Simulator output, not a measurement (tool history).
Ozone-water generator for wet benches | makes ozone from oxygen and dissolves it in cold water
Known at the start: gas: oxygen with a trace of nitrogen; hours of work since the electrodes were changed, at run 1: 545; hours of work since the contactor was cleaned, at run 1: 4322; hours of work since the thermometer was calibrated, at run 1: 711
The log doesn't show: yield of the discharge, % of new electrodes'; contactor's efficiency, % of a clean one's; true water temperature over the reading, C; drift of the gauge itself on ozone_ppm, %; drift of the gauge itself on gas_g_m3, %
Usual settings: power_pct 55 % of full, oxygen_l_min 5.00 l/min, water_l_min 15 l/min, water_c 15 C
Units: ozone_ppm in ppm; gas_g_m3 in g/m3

run	hour	power_pct	oxygen_l_min	water_l_min	water_c	hours of work since the electrodes were changed	hours of work since the contactor was cleaned	hours of work since the thermometer was calibrated	ozone_ppm	gas_g_m3
1	0.0	55	5.00	15	15	545	4322	711	19.5	154.7
2	35.5	55	5.00	15	15	572	4349	739	19.5	154.4
3	60.5	55	7.85	15	15	591	4368	758	18.3	121.5
4	77.5	55	5.00	15	15	604	4381	771	19.7	156.7
5	92.8	59	5.00	15	15	616	4393	782	20.3	160.5
6	120.2	55	5.00	15	19	637	4414	803	18.2	156.5
7	136.3	55	5.00	15	19	649	4426	816	18.2	155.2
8	169.9	55	5.42	15	15	675	4452	841	19.4	148.8
9	201.2	55	5.42	15	15	699	4476	865	19.3	147.9
10	235.7	55	5.42	15	15	725	4502	892	19.0	147.2
11	264.9	55	5.00	19	15	747	4524	914	16.1	156.6
12	281.3	55	5.00	19	15	760	4537	927	16.0	155.6
13	312.2	55	5.00	19	15	784	4561	950	16.2	154.2
14	348.5	55	5.00	19	15	811	4588	978	16.3	155.1
15	371.6	55	5.00	19	15	829	4606	996	16.4	155.1
16	405.9	55	5.00	19	15	855	4632	1022	16.1	153.5
17	425.4	55	5.00	19	15	870	4647	1037	16.1	155.3
18	448.9	55	5.00	19	15	888	4665	1055	16.3	156.1
19	484.9	57	7.36	12	8	916	4693	1082	25.1	124.8
20	506.4	46	8.32	9	19	932	4709	1099	19.9	104.4
21	531.8	46	8.32	9	19	951	4729	1118	20.3	104.7
22	552.3	46	8.32	9	19	967	4744	1134	20.1	105.5
# hour 559.1: contactor cleaned
23	592.4	46	8.32	9	19	995	25	1161	19.7	105.8
24	609.0	70	3.62	15	12	1007	38	1174	22.4	208.7
25	625.6	70	6.76	17	12	1020	51	1187	20.2	146.5
26	653.2	82	6.76	17	12	1041	72	1208	21.8	158.0
27	685.0	45	5.00	10	15	1066	96	1232	22.9	139.3
28	711.3	94	5.00	15	14	1086	116	1252	25.4	201.3
29	746.2	94	5.00	15	14	1112	143	1279	25.5	200.9
# hour 764.0: contactor cleaned, once more
30	787.0	94	2.96	15	14	1140	18	1307	25.0	274.0
31	806.7	94	2.96	15	14	1156	33	1322	25.7	271.0
32	838.7	94	2.96	15	14	1180	57	1347	25.9	271.1
33	859.0	55	2.67	15	20	1196	73	1362	18.3	219.3

3 ways to go on from here, each from the tool as it stands after run 33. What would each give?
A	891.7	56	5.00	15	16	1221	98	1387	?	?
B	891.7	81	5.00	15	10	1221	98	1387	?	?
C	891.7	54	3.75	14	15	1221	98	1387	?	?

run	ozone_ppm	gas_g_m3
A	19.3	155.2
B	25.6	185.7
C	20.8	179.8
Without the tool's hidden state the same runs would have given:
run	ozone_ppm	gas_g_m3
A	19.8	158.2
B	26.4	190.1
C	21.3	183.2

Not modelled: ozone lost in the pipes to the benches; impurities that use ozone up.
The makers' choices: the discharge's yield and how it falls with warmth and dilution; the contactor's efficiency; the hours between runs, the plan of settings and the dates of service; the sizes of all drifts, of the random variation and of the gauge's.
